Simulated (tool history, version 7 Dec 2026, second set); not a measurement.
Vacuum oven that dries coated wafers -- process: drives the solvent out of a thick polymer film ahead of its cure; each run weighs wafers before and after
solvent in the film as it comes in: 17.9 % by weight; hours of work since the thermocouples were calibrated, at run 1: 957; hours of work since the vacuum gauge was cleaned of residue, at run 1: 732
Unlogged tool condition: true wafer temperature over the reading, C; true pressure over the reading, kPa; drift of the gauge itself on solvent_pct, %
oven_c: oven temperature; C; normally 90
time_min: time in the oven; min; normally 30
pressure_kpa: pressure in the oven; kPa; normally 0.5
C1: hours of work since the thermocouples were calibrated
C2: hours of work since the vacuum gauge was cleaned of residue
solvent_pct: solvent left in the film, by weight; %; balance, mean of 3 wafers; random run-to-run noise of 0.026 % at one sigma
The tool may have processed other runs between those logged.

run 1 day=0 | oven_c=90 time_min=30 pressure_kpa=0.5 | C1=957 C2=732 | solvent_pct=3.02
run 2 day=1.233 | oven_c=90 time_min=30 pressure_kpa=0.5 | C1=980 C2=755 | solvent_pct=3
run 3 day=2.883 | oven_c=97 time_min=30 pressure_kpa=0.5 | C1=1011 C2=786 | solvent_pct=1.59
run 4 day=4.279 | oven_c=97 time_min=30 pressure_kpa=0.5 | C1=1038 C2=813 | solvent_pct=1.51
run 5 day=6.438 | oven_c=97 time_min=30 pressure_kpa=0.5 | C1=1079 C2=854 | solvent_pct=1.54
run 6 day=7.95 | oven_c=91 time_min=30 pressure_kpa=0.5 | C1=1107 C2=882 | solvent_pct=2.73
run 7 day=9.592 | oven_c=95 time_min=30 pressure_kpa=0.5 | C1=1138 C2=913 | solvent_pct=1.9
run 8 day=11.625 | oven_c=75 time_min=30 pressure_kpa=0.5 | C1=1177 C2=952 | solvent_pct=7.21
run 9 day=13.658 | oven_c=75 time_min=30 pressure_kpa=0.5 | C1=1215 C2=991 | solvent_pct=7.22
run 10 day=15.688 | oven_c=90 time_min=30 pressure_kpa=0.721 | C1=1254 C2=1029 | solvent_pct=3.03
run 11 day=17.242 | oven_c=90 time_min=30 pressure_kpa=0.558 | C1=1283 C2=1058 | solvent_pct=2.98
run 12 day=18.15 | oven_c=78 time_min=42 pressure_kpa=0.331 | C1=1301 C2=1076 | solvent_pct=4.51
run 13 day=20.308 | oven_c=90 time_min=23 pressure_kpa=0.82 | C1=1341 C2=1117 | solvent_pct=4.31
run 14 day=22.154 | oven_c=84 time_min=22 pressure_kpa=0.481 | C1=1376 C2=1152 | solvent_pct=6.2
run 15 day=24.067 | oven_c=80 time_min=21 pressure_kpa=0.418 | C1=1413 C2=1188 | solvent_pct=7.52
run 16 day=26.042 | oven_c=98 time_min=54 pressure_kpa=0.909 | C1=1450 C2=1225 | solvent_pct=0.44
run 17 day=27.896 | oven_c=98 time_min=22 pressure_kpa=0.362 | C1=1485 C2=1260 | solvent_pct=2.46
run 18 day=29.221 | oven_c=90 time_min=45 pressure_kpa=0.304 | C1=1510 C2=1285 | solvent_pct=1.36
run 19 day=30.562 | oven_c=90 time_min=45 pressure_kpa=0.304 | C1=1536 C2=1311 | solvent_pct=1.36
run 20 day=31.738 | oven_c=90 time_min=21 pressure_kpa=0.5 | C1=1558 C2=1333 | solvent_pct=4.7
run 21 day=32.95 | oven_c=90 time_min=42 pressure_kpa=1.488 | C1=1581 C2=1356 | solvent_pct=1.91
run 22 day=33.867 | oven_c=104 time_min=30 pressure_kpa=1.364 | C1=1598 C2=1374 | solvent_pct=0.79

Below, some changes in solvent_pct between adjacent runs. For each, the amount present without the hidden state too (settings, incoming material, random variation) and the amount remaining for the hidden state with gauge scatter not shared by both compared results:
Run 7 -> 8: oven_c 95 -> 75. solvent_pct +5.31 %: hidden state -0.04, all else +5.35.
Run 15 -> 16: oven_c 80 -> 98, time_min 21 -> 54, pressure_kpa 0.418 -> 0.909. solvent_pct -7.08 %: hidden state +0.17, all else -7.25.
Run 16 -> 17: time_min 54 -> 22, pressure_kpa 0.909 -> 0.362. solvent_pct +2.02 %: hidden state -0.16, all else +2.18.

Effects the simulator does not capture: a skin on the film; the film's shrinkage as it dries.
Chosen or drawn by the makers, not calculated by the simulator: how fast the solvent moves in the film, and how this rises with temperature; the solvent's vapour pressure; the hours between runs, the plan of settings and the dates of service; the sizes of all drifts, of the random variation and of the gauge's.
